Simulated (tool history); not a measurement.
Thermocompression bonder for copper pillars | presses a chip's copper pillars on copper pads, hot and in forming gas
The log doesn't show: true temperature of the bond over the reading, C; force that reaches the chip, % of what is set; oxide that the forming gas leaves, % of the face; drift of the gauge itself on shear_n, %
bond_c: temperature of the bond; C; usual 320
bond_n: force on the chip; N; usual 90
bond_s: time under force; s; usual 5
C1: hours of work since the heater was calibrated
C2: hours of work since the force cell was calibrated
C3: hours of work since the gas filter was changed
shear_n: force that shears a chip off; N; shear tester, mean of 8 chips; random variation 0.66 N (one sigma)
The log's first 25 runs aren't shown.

{"run": 26, "hour": 167.5, "bond_c": 312, "bond_n": 57, "bond_s": 5, "C1": 277, "C2": 140, "C3": 100, "shear_n": 31.5}
{"run": 27, "hour": 175.8, "bond_c": 341, "bond_n": 94, "bond_s": 9, "C1": 282, "C2": 145, "C3": 105, "shear_n": 64.9}
{"run": 28, "hour": 180.7, "bond_c": 343, "bond_n": 90, "bond_s": 15, "C1": 285, "C2": 148, "C3": 108, "shear_n": 74}
{"run": 29, "hour": 186.2, "bond_c": 323, "bond_n": 90, "bond_s": 4, "C1": 288, "C2": 151, "C3": 111, "shear_n": 41.7}
{"run": 30, "hour": 194.5, "bond_c": 309, "bond_n": 61, "bond_s": 8, "C1": 293, "C2": 156, "C3": 116, "shear_n": 39}
{"hour": 199.6, "done": "forming gas filter changed"}
{"run": 31, "hour": 199.6, "bond_c": 327, "bond_n": 83, "bond_s": 9, "C1": 296, "C2": 159, "C3": 0, "shear_n": 58.1}
{"run": 32, "hour": 203.9, "bond_c": 327, "bond_n": 78, "bond_s": 4, "C1": 299, "C2": 161, "C3": 3, "shear_n": 42.5}
{"run": 33, "hour": 209.5, "bond_c": 327, "bond_n": 78, "bond_s": 4, "C1": 302, "C2": 165, "C3": 6, "shear_n": 41.9}
{"run": 34, "hour": 215.3, "bond_c": 327, "bond_n": 78, "bond_s": 4, "C1": 305, "C2": 168, "C3": 9, "shear_n": 42.5}
{"run": 35, "hour": 220.0, "bond_c": 327, "bond_n": 78, "bond_s": 4, "C1": 308, "C2": 171, "C3": 12, "shear_n": 41.4}
{"run": 36, "hour": 226.3, "bond_c": 317, "bond_n": 61, "bond_s": 7, "C1": 312, "C2": 175, "C3": 16, "shear_n": 41.9}
{"run": 37, "hour": 230.4, "bond_c": 317, "bond_n": 61, "bond_s": 7, "C1": 314, "C2": 177, "C3": 18, "shear_n": 40.7}
{"run": 38, "hour": 238.2, "bond_c": 317, "bond_n": 61, "bond_s": 7, "C1": 319, "C2": 182, "C3": 23, "shear_n": 40.4}
{"run": 39, "hour": 242.6, "bond_c": 296, "bond_n": 93, "bond_s": 3, "C1": 322, "C2": 185, "C3": 26, "shear_n": 30.6}
{"run": 40, "hour": 249.8, "bond_c": 296, "bond_n": 93, "bond_s": 3, "C1": 326, "C2": 189, "C3": 30, "shear_n": 30.8}

4 ways to go on from here, each from the tool as it stands after run 40. What would each give?
{"run": "A", "hour": 257.0, "bond_c": 320, "bond_n": 90, "bond_s": 3, "C1": 330, "C2": 193, "C3": 34, "shear_n": "?"}
{"run": "B", "hour": 257.0, "bond_c": 335, "bond_n": 93, "bond_s": 4, "C1": 330, "C2": 193, "C3": 34, "shear_n": "?"}
{"run": "C", "hour": 257.0, "bond_c": 296, "bond_n": 128, "bond_s": 3, "C1": 330, "C2": 193, "C3": 34, "shear_n": "?"}
{"run": "D", "hour": 257.0, "bond_c": 307, "bond_n": 115, "bond_s": 3, "C1": 330, "C2": 193, "C3": 34, "shear_n": "?"}

run=A shear_n=37.8
run=B shear_n=48.8
run=C shear_n=36.1
run=D shear_n=37.4
Without the tool's hidden state the same runs would have given:
run=A shear_n=36.7
run=B shear_n=47.6
run=C shear_n=35
run=D shear_n=36.3

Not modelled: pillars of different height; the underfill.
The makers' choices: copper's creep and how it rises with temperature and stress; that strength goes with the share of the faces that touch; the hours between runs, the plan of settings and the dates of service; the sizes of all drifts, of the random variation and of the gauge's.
